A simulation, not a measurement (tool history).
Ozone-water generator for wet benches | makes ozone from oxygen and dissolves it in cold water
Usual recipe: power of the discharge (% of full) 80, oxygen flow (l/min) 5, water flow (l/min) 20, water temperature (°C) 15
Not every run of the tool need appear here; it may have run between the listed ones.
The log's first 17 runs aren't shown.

| run | hour | power of the discharge (% of full) | oxygen flow (l/min) | water flow (l/min) | water temperature (°C) | hours of work since the electrodes were changed | hours of work since the contactor was cleaned | hours of work since the thermometer was calibrated | dissolved ozone (ppm) | ozone in the gas ahead of the water (g/m3) |
|---|---|---|---|---|---|---|---|---|---|---|
| 18 | 1080.8 | 76 | 4.15 | 13 | 15 | 917 | 797 | 1324 | 48.2 | 310.8 |
| 19 | 1160.3 | 76 | 4.15 | 13 | 15 | 967 | 846 | 1373 | 47.7 | 312.7 |
| 20 | 1216.3 | 76 | 4.15 | 27 | 12 | 1001 | 881 | 1408 | 27.5 | 313.2 |
| 21 | 1272.8 | 61 | 4.15 | 27 | 9 | 1036 | 916 | 1443 | 24.6 | 277.7 |
| 22 | 1354.5 | 61 | 4.15 | 27 | 9 | 1086 | 966 | 1493 | 24.5 | 275.9 |
|  | 1363.3 | water thermometer calibrated |
| 23 | 1445 | 72 | 3.51 | 20 | 15 | 1142 | 1022 | 50 | 32.6 | 324.6 |
| 24 | 1542.7 | 58 | 4.77 | 21 | 8 | 1202 | 1082 | 111 | 31.8 | 248.1 |
| 25 | 1629.5 | 77 | 4.77 | 21 | 8 | 1255 | 1135 | 164 | 36.6 | 293.3 |
|  | 1684.4 | water thermometer calibrated, once more |
| 26 | 1727.2 | 42 | 8.21 | 12 | 17 | 1315 | 1195 | 26 | 33.5 | 160.7 |
| 27 | 1809.6 | 42 | 8.21 | 12 | 17 | 1366 | 1246 | 77 | 32.9 | 159 |
| 28 | 1862 | 42 | 8.21 | 26 | 10 | 1398 | 1278 | 109 | 22.9 | 159.4 |
| 29 | 1924.8 | 42 | 8.21 | 26 | 10 | 1437 | 1317 | 148 | 22.7 | 159.3 |
| 30 | 2004.3 | 77 | 5 | 20 | 15 | 1486 | 1366 | 197 | 35.7 | 284.1 |
| 31 | 2064.7 | 61 | 5 | 20 | 15 | 1523 | 1403 | 234 | 31.5 | 248.1 |
| 32 | 2148.9 | 80 | 7.28 | 30 | 21 | 1575 | 1455 | 286 | 25 | 246.3 |
| 33 | 2241.1 | 80 | 8.75 | 20 | 20 | 1632 | 1512 | 343 | 34.1 | 225.6 |

Predict each of these 3 candidate next runs independently; none follows another, all start after run 33:
| A | 2340.1 | 48 | 5 | 20 | 15 | 1693 | 1573 | 404 | ? | ? |
| B | 2340.1 | 80 | 8.75 | 20 | 18 | 1693 | 1573 | 404 | ? | ? |
| C | 2340.1 | 85 | 8.75 | 20 | 8 | 1693 | 1573 | 404 | ? | ? |

| run | dissolved ozone (ppm) | ozone in the gas ahead of the water (g/m3) |
|---|---|---|
| A | 26.9 | 217.5 |
| B | 35.4 | 222.4 |
| C | 43.5 | 233.1 |
Stripped of hidden state, with their random variation kept, the same runs would have yielded:
| run | dissolved ozone (ppm) | ozone in the gas ahead of the water (g/m3) |
|---|---|---|
| A | 27.5 | 221.7 |
| B | 36.5 | 228.4 |
| C | 44.9 | 239.6 |
